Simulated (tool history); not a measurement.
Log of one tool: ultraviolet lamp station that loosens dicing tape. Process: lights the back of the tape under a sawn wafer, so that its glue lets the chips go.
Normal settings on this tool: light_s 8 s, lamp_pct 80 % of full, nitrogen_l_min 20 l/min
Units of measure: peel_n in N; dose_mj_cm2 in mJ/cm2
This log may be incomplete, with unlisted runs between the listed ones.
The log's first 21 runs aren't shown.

| run | hour | light_s | lamp_pct | nitrogen_l_min | peel_n | dose_mj_cm2 |
|---|---|---|---|---|---|---|
|  | 1128.6 | window cleaned of glue's vapour |
| 22 | 1139.9 | 11 | 80 | 20 | 0.320 | 596 |
| 23 | 1182.3 | 4 | 80 | 20 | 1.802 | 211 |
| 24 | 1239.5 | 10 | 98 | 21 | 0.269 | 639 |
| 25 | 1302.2 | 10 | 98 | 21 | 0.298 | 618 |
| 26 | 1336.8 | 14 | 98 | 19 | 0.183 | 852 |
| 27 | 1382.8 | 10 | 94 | 21 | 0.349 | 570 |
| 28 | 1416.1 | 10 | 94 | 21 | 0.357 | 563 |
| 29 | 1473.1 | 10 | 84 | 22 | 0.460 | 486 |
| 30 | 1533.1 | 7 | 61 | 21 | 1.527 | 239 |
| 31 | 1603.5 | 8 | 80 | 18 | 0.963 | 350 |
| 32 | 1660.5 | 12 | 82 | 38 | 0.291 | 522 |
|  | 1697.8 | window cleaned of glue's vapour |
| 33 | 1724.9 | 12 | 82 | 38 | 0.222 | 612 |
| 34 | 1792.1 | 12 | 82 | 38 | 0.229 | 590 |
| 35 | 1838.9 | 12 | 82 | 38 | 0.252 | 584 |
| 36 | 1871.9 | 12 | 82 | 38 | 0.233 | 569 |
| 37 | 1932.0 | 13 | 90 | 22 | 0.245 | 656 |
| 38 | 1974.2 | 4 | 82 | 13 | 2.495 | 181 |
| 39 | 2032.2 | 4 | 82 | 13 | 2.531 | 175 |
| 40 | 2101.4 | 8 | 68 | 20 | 1.229 | 284 |
| 41 | 2173.3 | 13 | 66 | 33 | 0.483 | 422 |
| 42 | 2242.9 | 13 | 73 | 38 | 0.374 | 455 |
|  | 2264.3 | window cleaned of glue's vapour |
|  | 2274.4 | lamp changed |
| 43 | 2317.4 | 11 | 80 | 6 | 0.543 | 693 |

Here are 3 independent what-if runs from the current tool condition. What would each one return?
| A | 2386.2 | 8 | 83 | 20 | ? | ? |
| B | 2386.2 | 11 | 66 | 26 | ? | ? |
| C | 2386.2 | 8 | 80 | 7 | ? | ? |

| run | peel_n | dose_mj_cm2 |
|---|---|---|
| A | 0.418 | 510 |
| B | 0.315 | 562 |
| C | 0.946 | 495 |
Take away the tool's hidden state, keep each run's random variation, and the runs would have read:
| run | peel_n | dose_mj_cm2 |
|---|---|---|
| A | 0.362 | 548 |
| B | 0.275 | 604 |
| C | 0.838 | 532 |
